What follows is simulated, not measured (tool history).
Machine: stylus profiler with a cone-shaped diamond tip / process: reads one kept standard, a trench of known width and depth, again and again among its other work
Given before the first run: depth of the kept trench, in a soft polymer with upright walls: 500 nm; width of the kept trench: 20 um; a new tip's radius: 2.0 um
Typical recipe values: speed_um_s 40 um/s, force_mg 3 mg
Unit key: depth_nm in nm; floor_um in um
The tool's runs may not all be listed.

run    hour  speed_um_s  force_mg  depth_nm  floor_um
  1       0          40         3    505.01     16.94
  2   113.5         130         3    504.88     16.63
  3   171.3         130         3    504.91     16.57
  4   260.2         130         3    504.87     16.51
  5   362.8         130         3    505.11     16.48
  6   464.4         130         3    505.07     16.43
  7   566.9          50      4.25    506.39      16.6
        575  -- height scale calibrated on a step standard
  8     666          42         3    505.69     16.54
  9   742.7          11      7.65    509.59     16.66
 10   851.4          47      7.65    509.63     16.51
 11   971.1          29       6.7    509.12     16.48
 12  1056.3          29       6.7    508.96     16.47

Forecast each of these 3 alternatives for the next run:
     1112.4  -- height scale calibrated on a step standard, once more
  A  1146.6          29      1.12         ?         ?
     1112.4  -- height scale calibrated on a step standard, once more
  B  1146.6         149      2.17         ?         ?
     1112.4  -- height scale calibrated on a step standard, once more
  C  1146.6          22      6.45         ?         ?

run  depth_nm  floor_um
  A    502.39     16.34
  B    503.72     16.01
  C    507.63     16.44
With no hidden state in the tool, these same runs would have given:
run  depth_nm  floor_um
  A     502.3     17.22
  B    503.64      16.9
  C    507.54     17.32
